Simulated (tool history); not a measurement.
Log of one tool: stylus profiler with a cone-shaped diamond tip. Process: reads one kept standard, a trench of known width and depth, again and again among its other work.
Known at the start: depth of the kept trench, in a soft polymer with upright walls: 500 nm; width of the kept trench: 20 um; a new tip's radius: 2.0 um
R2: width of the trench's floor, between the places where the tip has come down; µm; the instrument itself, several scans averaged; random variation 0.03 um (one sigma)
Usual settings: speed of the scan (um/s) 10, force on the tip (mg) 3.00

Run 1, hour 0.0: usual settings. Result: depth of the trench (Å) 5018.7, R2 16.88 µm.
Run 2, hour 28.8: usual settings. Result: depth of the trench (Å) 5016.0, R2 16.87 µm.
Run 3, hour 58.8: usual settings. Result: depth of the trench (Å) 5019.0, R2 16.89 µm.
Run 4, hour 113.9: usual settings but force on the tip (mg) 2.68. Result: depth of the trench (Å) 5013.7, R2 16.89 µm.
Run 5, hour 160.5: usual settings but force on the tip (mg) 2.68. Result: depth of the trench (Å) 5010.5, R2 16.84 µm.
Run 6, hour 190.3: usual settings but force on the tip (mg) 2.68. Result: depth of the trench (Å) 5011.3, R2 16.81 µm.
Run 7, hour 252.6: usual settings. Result: depth of the trench (Å) 5013.8, R2 16.84 µm.
At hour 257.3: height scale calibrated on a step standard.
Run 8, hour 301.5: usual settings but force on the tip (mg) 5.78. Result: depth of the trench (Å) 5015.5, R2 16.86 µm.
Run 9, hour 332.1: usual settings but force on the tip (mg) 5.78. Result: depth of the trench (Å) 5015.7, R2 16.79 µm.
Run 10, hour 371.8: usual settings but speed of the scan (um/s) 3, force on the tip (mg) 1.30. Result: depth of the trench (Å) 4978.6, R2 16.80 µm.
Run 11, hour 432.2: usual settings but speed of the scan (um/s) 3, force on the tip (mg) 1.30. Result: depth of the trench (Å) 4977.0, R2 16.78 µm.
Run 12, hour 489.7: usual settings but speed of the scan (um/s) 3, force on the tip (mg) 5.01. Result: depth of the trench (Å) 5008.0, R2 16.82 µm.
Run 13, hour 542.0: usual settings but speed of the scan (um/s) 3, force on the tip (mg) 5.01. Result: depth of the trench (Å) 5008.9, R2 16.79 µm.
At hour 583.5: height scale calibrated on a step standard, once more.
Run 14, hour 589.4: usual settings but speed of the scan (um/s) 3, force on the tip (mg) 5.01. Result: depth of the trench (Å) 5053.5, R2 16.73 µm.
Run 15, hour 629.7: usual settings but speed of the scan (um/s) 3, force on the tip (mg) 1.03. Result: depth of the trench (Å) 5019.2, R2 16.77 µm.
Run 16, hour 689.4: usual settings but speed of the scan (um/s) 29, force on the tip (mg) 1.22. Result: depth of the trench (Å) 5022.1, R2 16.59 µm.

5 ways to go on from here, each from the tool as it stands after run 16. What would each give?
Run A, hour 746.9: usual settings but speed of the scan (um/s) 11, force on the tip (mg) 3.94. Result: depth of the trench (Å) ?, R2 ?.
Run B, hour 746.9: usual settings but speed of the scan (um/s) 3, force on the tip (mg) 1.22. Result: depth of the trench (Å) ?, R2 ?.
Run C, hour 746.9: usual settings but speed of the scan (um/s) 21, force on the tip (mg) 6.36. Result: depth of the trench (Å) ?, R2 ?.
Run D, hour 746.9: usual settings but speed of the scan (um/s) 4, force on the tip (mg) 1.45. Result: depth of the trench (Å) ?, R2 ?.
Run E, hour 746.9: usual settings but speed of the scan (um/s) 17, force on the tip (mg) 6.95. Result: depth of the trench (Å) ?, R2 ?.

run  depth of the trench (Å)     R2
  A                   5045.1  16.65
  B                   5022.2  16.76
  C                   5061.8  16.66
  D                   5023.0  16.72
  E                   5065.6  16.68
Without the tool's hidden state the same runs would have given:
run  depth of the trench (Å)     R2
  A                   5047.3  17.28
  B                   5024.4  17.38
  C                   5064.0  17.29
  D                   5025.2  17.35
  E                   5067.8  17.31
